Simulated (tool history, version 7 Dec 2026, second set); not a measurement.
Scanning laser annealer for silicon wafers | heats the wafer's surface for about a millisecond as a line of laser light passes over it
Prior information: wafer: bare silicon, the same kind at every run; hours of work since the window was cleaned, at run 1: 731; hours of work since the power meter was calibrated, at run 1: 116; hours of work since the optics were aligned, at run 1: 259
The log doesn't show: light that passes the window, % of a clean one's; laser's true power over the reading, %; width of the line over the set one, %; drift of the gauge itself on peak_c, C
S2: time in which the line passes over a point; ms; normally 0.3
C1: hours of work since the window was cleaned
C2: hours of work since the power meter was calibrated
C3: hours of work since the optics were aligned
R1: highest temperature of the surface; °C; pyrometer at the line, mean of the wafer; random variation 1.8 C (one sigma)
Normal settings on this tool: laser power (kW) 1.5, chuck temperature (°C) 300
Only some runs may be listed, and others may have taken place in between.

Run 1, hour 0: usual settings; C1 731; C2 116; C3 259. Result: R1 1037 °C.
Run 2, hour 14.7: usual settings; C1 741; C2 126; C3 269. Result: R1 1035 °C.
Run 3, hour 28.2: usual settings; C1 751; C2 136; C3 279. Result: R1 1038 °C.
Run 4, hour 40.1: usual settings; C1 759; C2 144; C3 287. Result: R1 1038 °C.
Run 5, hour 49.9: usual settings; C1 766; C2 151; C3 294. Result: R1 1038 °C.
Run 6, hour 60.2: usual settings; C1 773; C2 158; C3 301. Result: R1 1033 °C.
Run 7, hour 70.3: usual settings; C1 780; C2 165; C3 308. Result: R1 1031 °C.
Run 8, hour 85.8: usual settings but S2 0.358 ms; C1 790; C2 176; C3 319. Result: R1 1103 °C.
Run 9, hour 99.6: usual settings but S2 0.358 ms; C1 800; C2 185; C3 328. Result: R1 1103 °C.
Run 10, hour 110: usual settings; C1 807; C2 192; C3 335. Result: R1 1030 °C.
Run 11, hour 123: usual settings but laser power (kW) 1.516; C1 816; C2 201; C3 344. Result: R1 1040 °C.
Run 12, hour 129.7: usual settings but laser power (kW) 1.516; C1 821; C2 206; C3 349. Result: R1 1037 °C.
Run 13, hour 137.4: usual settings but S2 0.331 ms; C1 826; C2 211; C3 354. Result: R1 1071 °C.
Run 14, hour 144.6: usual settings but chuck temperature (°C) 316; C1 831; C2 216; C3 359. Result: R1 1050 °C.
Run 15, hour 156.2: usual settings but laser power (kW) 1.288; C1 839; C2 224; C3 367. Result: R1 927 °C.
Run 16, hour 171.4: usual settings but laser power (kW) 1.442; C1 850; C2 235; C3 378. Result: R1 1000 °C.
Run 17, hour 183.8: usual settings but laser power (kW) 1.534, S2 0.364 ms, chuck temperature (°C) 305; C1 858; C2 243; C3 386. Result: R1 1130 °C.
Run 18, hour 193.2: usual settings but laser power (kW) 1.534, S2 0.364 ms, chuck temperature (°C) 305; C1 865; C2 250; C3 393. Result: R1 1129 °C.
Run 19, hour 199.9: usual settings but laser power (kW) 1.534, S2 0.231 ms, chuck temperature (°C) 305; C1 869; C2 254; C3 397. Result: R1 953 °C.
At hour 206.1: optics aligned, line set to its width.
Run 20, hour 220.2: usual settings but laser power (kW) 1.534, S2 0.21 ms, chuck temperature (°C) 312; C1 880; C2 265; C3 10. Result: R1 928 °C.
Run 21, hour 229.3: usual settings but laser power (kW) 1.534, S2 0.21 ms, chuck temperature (°C) 312; C1 886; C2 271; C3 16. Result: R1 925 °C.
Run 22, hour 236.9: usual settings but laser power (kW) 1.351, S2 0.251 ms, chuck temperature (°C) 302; C1 891; C2 276; C3 21. Result: R1 897 °C.
Run 23, hour 243.2: usual settings but laser power (kW) 1.314, S2 0.361 ms, chuck temperature (°C) 336; C1 896; C2 281; C3 26. Result: R1 1032 °C.
Run 24, hour 250: usual settings but laser power (kW) 1.314, S2 0.361 ms, chuck temperature (°C) 336; C1 900; C2 285; C3 30. Result: R1 1030 °C.
Run 25, hour 261.5: usual settings but laser power (kW) 1.449, S2 0.361 ms, chuck temperature (°C) 336; C1 908; C2 293; C3 38. Result: R1 1105 °C.
Run 26, hour 268.4: usual settings but laser power (kW) 1.449, S2 0.318 ms, chuck temperature (°C) 336; C1 913; C2 298; C3 43. Result: R1 1052 °C.
Run 27, hour 276.8: usual settings but laser power (kW) 1.461, S2 0.315 ms, chuck temperature (°C) 327; C1 919; C2 304; C3 49. Result: R1 1049 °C.
Run 28, hour 290.8: usual settings but laser power (kW) 1.461, S2 0.315 ms, chuck temperature (°C) 327; C1 928; C2 314; C3 58. Result: R1 1046 °C.
At hour 302.7: optics aligned, line set to its width, once more.
Run 29, hour 305.4: usual settings but laser power (kW) 1.368, S2 0.358 ms, chuck temperature (°C) 328; C1 935; C2 320; C3 2. Result: R1 1064 °C.
Run 30, hour 316.6: usual settings but laser power (kW) 1.572, S2 0.269 ms, chuck temperature (°C) 263; C1 943; C2 328; C3 10. Result: R1 992 °C.

Predict each of these 4 candidate next runs independently; none follows another, all start after run 30:
Run A, hour 328.8: usual settings but laser power (kW) 1.524; C1 951; C2 336; C3 18. Result: R1 ?.
Run B, hour 328.8: usual settings but laser power (kW) 1.28, S2 0.218 ms, chuck temperature (°C) 311; C1 951; C2 336; C3 18. Result: R1 ?.
Run C, hour 328.8: usual settings but S2 0.337 ms; C1 951; C2 336; C3 18. Result: R1 ?.
Run D, hour 328.8: usual settings but laser power (kW) 1.572, S2 0.269 ms, chuck temperature (°C) 283; C1 951; C2 336; C3 18. Result: R1 ?.

run    R1
  A  1045
  B   838
  C  1076
  D  1009
Had the tool no hidden state, the same runs would have come out as:
run    R1
  A  1084
  B   865
  C  1116
  D  1047
